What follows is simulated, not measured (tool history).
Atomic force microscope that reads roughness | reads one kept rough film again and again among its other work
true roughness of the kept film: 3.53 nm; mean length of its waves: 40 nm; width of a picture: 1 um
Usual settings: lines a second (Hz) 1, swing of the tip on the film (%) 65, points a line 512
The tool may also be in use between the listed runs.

| run | hour | lines a second (Hz) | swing of the tip on the film (%) | points a line | roughness of the kept film (nm (root mean square)) |
|---|---|---|---|---|---|
| 1 | 0 | 1 | 65 | 512 | 3.173 |
| 2 | 35.8 | 0.72 | 65 | 512 | 3.159 |
| 3 | 105.7 | 0.72 | 65 | 512 | 3.051 |
| 4 | 137 | 0.72 | 65 | 512 | 3.004 |
|  | 175.7 | new tip fitted |
| 5 | 176 | 0.72 | 65 | 512 | 3.215 |
| 6 | 239.5 | 0.72 | 65 | 512 | 3.128 |
| 7 | 272.7 | 1 | 65 | 512 | 3.029 |
| 8 | 335.5 | 2.36 | 65 | 512 | 2.803 |
|  | 352.5 | new tip fitted |
| 9 | 387.6 | 1 | 65 | 957 | 3.139 |
| 10 | 429.5 | 1 | 63 | 512 | 3.038 |
| 11 | 485.2 | 1 | 65 | 512 | 2.981 |
| 12 | 522.4 | 1 | 65 | 512 | 2.905 |
|  | 529.5 | new tip fitted |
| 13 | 586.1 | 1 | 77 | 512 | 2.987 |
| 14 | 620.5 | 1 | 77 | 512 | 2.934 |
| 15 | 695.9 | 1 | 77 | 512 | 2.799 |
|  | 704.5 | new tip fitted |
| 16 | 765.8 | 1 | 77 | 512 | 2.983 |
| 17 | 805.7 | 1 | 69 | 512 | 3 |
| 18 | 851.4 | 3.26 | 69 | 512 | 2.618 |
|  | 882 | new tip fitted |
| 19 | 923.2 | 1 | 65 | 512 | 3.137 |
| 20 | 994.7 | 1 | 65 | 512 | 2.984 |
|  | 1054.8 | new tip fitted |
| 21 | 1054.8 | 1 | 65 | 904 | 3.217 |
| 22 | 1124 | 1 | 65 | 904 | 3.093 |
| 23 | 1175.6 | 1 | 65 | 904 | 2.97 |
| 24 | 1208.9 | 1 | 65 | 622 | 2.918 |
|  | 1231.3 | new tip fitted |
| 25 | 1262.6 | 1 | 65 | 622 | 3.177 |
| 26 | 1327.7 | 1 | 65 | 512 | 3.039 |
| 27 | 1374.9 | 1 | 73 | 512 | 2.899 |
|  | 1406.3 | new tip fitted |
| 28 | 1416 | 1 | 73 | 512 | 3.152 |
| 29 | 1469.9 | 1.31 | 57 | 429 | 3.104 |
| 30 | 1515.6 | 1.31 | 57 | 429 | 3.043 |
| 31 | 1574 | 1.52 | 57 | 324 | 2.929 |
|  | 1579.6 | new tip fitted |
| 32 | 1631.1 | 1 | 65 | 481 | 3.119 |
| 33 | 1702.6 | 1 | 65 | 481 | 2.996 |
|  | 1753.3 | new tip fitted |
| 34 | 1779.5 | 2.94 | 56 | 821 | 3.118 |
| 35 | 1841.9 | 3.61 | 65 | 512 | 2.785 |
| 36 | 1897.4 | 3.61 | 65 | 512 | 2.716 |
|  | 1928.5 | new tip fitted |
| 37 | 1948.2 | 1 | 81 | 819 | 3.02 |
| 38 | 2018.2 | 2 | 65 | 881 | 2.942 |
| 39 | 2067.3 | 0.55 | 78 | 1001 | 2.963 |
|  | 2101.4 | new tip fitted |
| 40 | 2107.8 | 0.55 | 78 | 1001 | 3.201 |
| 41 | 2140.9 | 1 | 65 | 689 | 3.162 |
| 42 | 2218.2 | 0.56 | 61 | 435 | 3.092 |
| 43 | 2249.6 | 2.05 | 70 | 650 | 2.779 |
|  | 2278.1 | new tip fitted |
| 44 | 2312.4 | 2.05 | 70 | 650 | 2.963 |
| 45 | 2389 | 2.05 | 70 | 650 | 2.82 |
| 46 | 2443.9 | 1 | 74 | 971 | 2.85 |
|  | 2452.5 | new tip fitted |
| 47 | 2485.2 | 0.93 | 90 | 403 | 2.884 |
| 48 | 2547.1 | 0.93 | 90 | 745 | 2.79 |
| 49 | 2592.3 | 1.62 | 65 | 686 | 2.929 |
|  | 2626.6 | new tip fitted |
| 50 | 2634.6 | 3.96 | 62 | 446 | 2.936 |
| 51 | 2673.5 | 3.96 | 62 | 446 | 2.896 |

5 ways to go on from here, each from the tool as it stands after run 51. What would each give?
| A | 2712.4 | 0.54 | 62 | 446 | ? |
| B | 2712.4 | 0.59 | 62 | 446 | ? |
| C | 2712.4 | 1 | 70 | 512 | ? |
| D | 2712.4 | 0.9 | 90 | 262 | ? |
| E | 2712.4 | 1.8 | 65 | 871 | ? |

| run | roughness of the kept film (nm (root mean square)) |
|---|---|
| A | 3.14 |
| B | 3.143 |
| C | 3.031 |
| D | 2.816 |
| E | 2.979 |
Without the tool's hidden state the same runs would have given:
| run | roughness of the kept film (nm (root mean square)) |
|---|---|
| A | 3.254 |
| B | 3.257 |
| C | 3.141 |
| D | 2.918 |
| E | 3.088 |

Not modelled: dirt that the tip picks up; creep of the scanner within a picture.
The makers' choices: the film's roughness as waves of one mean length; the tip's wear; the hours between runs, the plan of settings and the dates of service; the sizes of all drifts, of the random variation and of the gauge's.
